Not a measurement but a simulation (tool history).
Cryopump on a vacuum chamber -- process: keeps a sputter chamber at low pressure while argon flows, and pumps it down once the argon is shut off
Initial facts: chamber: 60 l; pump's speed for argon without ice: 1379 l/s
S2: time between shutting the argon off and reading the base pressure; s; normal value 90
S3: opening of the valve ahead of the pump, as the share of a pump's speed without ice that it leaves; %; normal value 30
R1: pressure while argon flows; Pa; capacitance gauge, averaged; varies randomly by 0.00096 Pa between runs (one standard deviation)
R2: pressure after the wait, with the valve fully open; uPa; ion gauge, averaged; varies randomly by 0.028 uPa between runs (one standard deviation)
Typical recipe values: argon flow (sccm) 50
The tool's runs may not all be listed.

{"run": 1, "hour": 0.0, "argon flow (sccm)": 50, "S2": 90, "S3": 30, "R1": 0.2275, "R2": 1.45}
{"run": 2, "hour": 72.3, "argon flow (sccm)": 47, "S2": 90, "S3": 30, "R1": 0.2151, "R2": 1.53}
{"run": 3, "hour": 142.8, "argon flow (sccm)": 50, "S2": 105, "S3": 30, "R1": 0.2338, "R2": 1.36}
{"run": 4, "hour": 238.8, "argon flow (sccm)": 50, "S2": 105, "S3": 30, "R1": 0.2368, "R2": 1.34}
{"hour": 295.3, "done": "pump warmed up, emptied and cooled again"}
{"run": 5, "hour": 299.4, "argon flow (sccm)": 50, "S2": 105, "S3": 30, "R1": 0.2068, "R2": 1.28}
{"run": 6, "hour": 370.0, "argon flow (sccm)": 50, "S2": 105, "S3": 30, "R1": 0.2045, "R2": 1.34}
{"run": 7, "hour": 441.1, "argon flow (sccm)": 50, "S2": 105, "S3": 30, "R1": 0.2071, "R2": 1.3}
{"run": 8, "hour": 524.5, "argon flow (sccm)": 50, "S2": 105, "S3": 30, "R1": 0.2075, "R2": 1.36}
{"run": 9, "hour": 589.0, "argon flow (sccm)": 50, "S2": 90, "S3": 30, "R1": 0.211, "R2": 1.48}
{"run": 10, "hour": 671.5, "argon flow (sccm)": 50, "S2": 90, "S3": 30, "R1": 0.2128, "R2": 1.51}
{"run": 11, "hour": 725.7, "argon flow (sccm)": 26, "S2": 90, "S3": 30, "R1": 0.1116, "R2": 1.51}
{"run": 12, "hour": 771.4, "argon flow (sccm)": 50, "S2": 42, "S3": 30, "R1": 0.2132, "R2": 2.79}
{"run": 13, "hour": 872.9, "argon flow (sccm)": 50, "S2": 90, "S3": 30, "R1": 0.2162, "R2": 1.56}
{"run": 14, "hour": 926.6, "argon flow (sccm)": 50, "S2": 90, "S3": 30, "R1": 0.2192, "R2": 1.54}
{"run": 15, "hour": 1029.2, "argon flow (sccm)": 50, "S2": 90, "S3": 30, "R1": 0.2202, "R2": 1.63}
{"run": 16, "hour": 1110.2, "argon flow (sccm)": 50, "S2": 90, "S3": 30, "R1": 0.2212, "R2": 1.65}
{"run": 17, "hour": 1167.9, "argon flow (sccm)": 50, "S2": 95, "S3": 30, "R1": 0.2237, "R2": 1.63}
{"run": 18, "hour": 1264.1, "argon flow (sccm)": 22, "S2": 67, "S3": 30, "R1": 0.0986, "R2": 2.08}
{"run": 19, "hour": 1316.3, "argon flow (sccm)": 32, "S2": 134, "S3": 20, "R1": 0.2098, "R2": 1.39}
{"run": 20, "hour": 1367.9, "argon flow (sccm)": 50, "S2": 90, "S3": 38, "R1": 0.185, "R2": 1.72}
{"run": 21, "hour": 1460.6, "argon flow (sccm)": 50, "S2": 90, "S3": 38, "R1": 0.1869, "R2": 1.82}
{"run": 22, "hour": 1563.6, "argon flow (sccm)": 50, "S2": 90, "S3": 38, "R1": 0.1907, "R2": 1.88}
{"run": 23, "hour": 1622.5, "argon flow (sccm)": 69, "S2": 90, "S3": 51, "R1": 0.2083, "R2": 1.78}
{"hour": 1719.6, "done": "pump warmed up, emptied and cooled again"}
{"run": 24, "hour": 1723.9, "argon flow (sccm)": 28, "S2": 219, "S3": 30, "R1": 0.1149, "R2": 0.97}
{"run": 25, "hour": 1790.1, "argon flow (sccm)": 50, "S2": 76, "S3": 30, "R1": 0.2067, "R2": 1.82}
{"run": 26, "hour": 1873.8, "argon flow (sccm)": 64, "S2": 45, "S3": 30, "R1": 0.2664, "R2": 2.79}
{"run": 27, "hour": 1926.6, "argon flow (sccm)": 64, "S2": 45, "S3": 42, "R1": 0.193, "R2": 2.72}
{"run": 28, "hour": 1973.7, "argon flow (sccm)": 64, "S2": 43, "S3": 42, "R1": 0.1952, "R2": 2.93}
{"run": 29, "hour": 2073.6, "argon flow (sccm)": 66, "S2": 99, "S3": 50, "R1": 0.1718, "R2": 1.64}
{"run": 30, "hour": 2160.1, "argon flow (sccm)": 66, "S2": 99, "S3": 50, "R1": 0.1709, "R2": 1.64}
{"run": 31, "hour": 2257.0, "argon flow (sccm)": 50, "S2": 262, "S3": 30, "R1": 0.2143, "R2": 1.08}
{"run": 32, "hour": 2354.7, "argon flow (sccm)": 50, "S2": 213, "S3": 46, "R1": 0.1459, "R2": 1.21}
{"run": 33, "hour": 2400.1, "argon flow (sccm)": 50, "S2": 213, "S3": 46, "R1": 0.1463, "R2": 1.23}

Table of differences, measured result less the result of that run with no hidden state. Run-to-run variation is the same in both. Gauge scatter possibly is not:
The tool's hidden condition here consists of: pump's speed, % of a pump's without ice; cold plate's temperature, K; leak into the chamber, uPa l/s; drift of the gauge itself on working_pa, %; drift of the gauge itself on base_upa, %.
run=1 R1=+0.0237 R2=+0.18
run=2 R1=+0.0242 R2=+0.2
run=3 R1=+0.0282 R2=+0.23
run=4 R1=+0.0313 R2=+0.27
run=5 R1=+0.0012 R2=+0.12
run=6 R1=+0.0024 R2=+0.14
run=7 R1=+0.0035 R2=+0.15
run=8 R1=+0.005 R2=+0.17
run=9 R1=+0.0062 R2=+0.18
run=10 R1=+0.0078 R2=+0.21
run=11 R1=+0.0046 R2=+0.23
run=12 R1=+0.0097 R2=+0.25
run=13 R1=+0.0117 R2=+0.27
run=14 R1=+0.013 R2=+0.29
run=15 R1=+0.0151 R2=+0.33
run=16 R1=+0.0171 R2=+0.35
run=17 R1=+0.0186 R2=+0.38
run=18 R1=+0.0092 R2=+0.41
run=19 R1=+0.0142 R2=+0.43
run=20 R1=+0.0239 R2=+0.45
run=21 R1=+0.0264 R2=+0.5
run=22 R1=+0.0295 R2=+0.55
run=23 R1=+0.0432 R2=+0.55
run=24 R1=+0.0008 R2=+0.32
run=25 R1=+0.0024 R2=+0.34
run=26 R1=+0.0048 R2=+0.37
run=27 R1=+0.006 R2=+0.38
run=28 R1=+0.007 R2=+0.41
run=29 R1=+0.0094 R2=+0.43
run=30 R1=+0.0114 R2=+0.46
run=31 R1=+0.0106 R2=+0.49
run=32 R1=+0.0128 R2=+0.53
run=33 R1=+0.0136 R2=+0.55

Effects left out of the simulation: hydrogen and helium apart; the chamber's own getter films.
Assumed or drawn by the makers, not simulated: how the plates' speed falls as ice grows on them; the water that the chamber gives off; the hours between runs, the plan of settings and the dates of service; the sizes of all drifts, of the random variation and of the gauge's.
